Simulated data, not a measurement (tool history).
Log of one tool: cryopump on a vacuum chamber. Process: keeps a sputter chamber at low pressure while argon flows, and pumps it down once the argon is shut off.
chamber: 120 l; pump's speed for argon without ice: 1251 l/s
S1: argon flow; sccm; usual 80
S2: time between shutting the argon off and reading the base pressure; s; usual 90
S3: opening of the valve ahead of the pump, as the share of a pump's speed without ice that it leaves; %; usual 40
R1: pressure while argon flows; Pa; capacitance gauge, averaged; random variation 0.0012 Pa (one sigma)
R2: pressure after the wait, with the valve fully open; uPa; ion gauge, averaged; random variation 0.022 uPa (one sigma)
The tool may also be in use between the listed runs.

run 1 day=0 | S1=80 S2=90 S3=40 | R1=0.2918 R2=1.87
run 2 day=1.362 | S1=156 S2=90 S3=40 | R1=0.5719 R2=1.93
run 3 day=2.783 | S1=80 S2=90 S3=40 | R1=0.2936 R2=1.95
run 4 day=4.454 | S1=36 S2=90 S3=40 | R1=0.1325 R2=1.98
run 5 day=5.879 | S1=139 S2=90 S3=40 | R1=0.5133 R2=1.98
run 6 day=7.396 | S1=80 S2=90 S3=40 | R1=0.2946 R2=2.02
run 7 day=9.204 | S1=32 S2=90 S3=40 | R1=0.1188 R2=2.06
run 8 day=10.475 | S1=32 S2=90 S3=40 | R1=0.1198 R2=2.05
run 9 day=12.338 | S1=32 S2=90 S3=40 | R1=0.1206 R2=2.08
run 10 day=13.625 | S1=38 S2=90 S3=40 | R1=0.1431 R2=2.07
run 11 day=14.638 | S1=38 S2=90 S3=40 | R1=0.1436 R2=2.11
run 12 day=15.562 | S1=80 S2=90 S3=40 | R1=0.3039 R2=2.12
run 13 day=17.496 | S1=80 S2=72 S3=40 | R1=0.3064 R2=2.32
run 14 day=19.146 | S1=80 S2=72 S3=40 | R1=0.3062 R2=2.29
run 15 day=21.092 | S1=44 S2=90 S3=40 | R1=0.169 R2=2.19
run 16 day=23.004 | S1=80 S2=90 S3=40 | R1=0.3091 R2=2.3
run 17 day=24.938 | S1=80 S2=90 S3=40 | R1=0.3141 R2=2.4
run 18 day=26.917 | S1=80 S2=90 S3=40 | R1=0.3139 R2=2.39
run 19 day=28.2 | S1=80 S2=35 S3=38 | R1=0.3307 R2=2.92
run 20 day=30 | S1=87 S2=146 S3=18 | R1=0.7081 R2=2.29
-- day=30.9 leaking fittings of the chamber tightened, without venting
run 21 day=31.562 | S1=119 S2=63 S3=25 | R1=0.716 R2=0.96
-- day=32.454 pump warmed up, emptied and cooled again
run 22 day=32.838 | S1=119 S2=251 S3=52 | R1=0.3118 R2=0.45
run 23 day=34.612 | S1=45 S2=157 S3=45 | R1=0.1363 R2=0.55
run 24 day=36.321 | S1=65 S2=243 S3=52 | R1=0.1713 R2=0.45
run 25 day=38.167 | S1=140 S2=36 S3=52 | R1=0.372 R2=1.35
run 26 day=39.346 | S1=140 S2=36 S3=52 | R1=0.3725 R2=1.43
run 27 day=41.046 | S1=131 S2=78 S3=15 | R1=1.1881 R2=0.82
run 28 day=42.25 | S1=58 S2=180 S3=51 | R1=0.1593 R2=0.52
run 29 day=43.138 | S1=75 S2=42 S3=37 | R1=0.2787 R2=1.25
run 30 day=44.975 | S1=121 S2=90 S3=21 | R1=0.7867 R2=0.77
run 31 day=47.033 | S1=109 S2=26 S3=44 | R1=0.3504 R2=1.88
run 32 day=48.6 | S1=109 S2=26 S3=44 | R1=0.3506 R2=1.8
run 33 day=49.867 | S1=109 S2=26 S3=44 | R1=0.35 R2=1.87
run 34 day=51.108 | S1=55 S2=26 S3=44 | R1=0.1757 R2=1.9
run 35 day=51.971 | S1=34 S2=246 S3=35 | R1=0.1373 R2=0.55

3 ways to go on from here, each from the tool as it stands after run 35. What would each give?
run A day=52.804 | S1=149 S2=138 S3=19 | R1=? R2=?
run B day=52.804 | S1=34 S2=49 S3=35 | R1=? R2=?
run C day=52.804 | S1=36 S2=64 S3=40 | R1=? R2=?

run=A R1=1.0801 R2=0.69
run=B R1=0.1375 R2=1.25
run=C R1=0.1283 R2=1.01
Without the tool's hidden state the same runs would have given:
run=A R1=1.0542 R2=0.49
run=B R1=0.1316 R2=1.04
run=C R1=0.122 R2=0.81
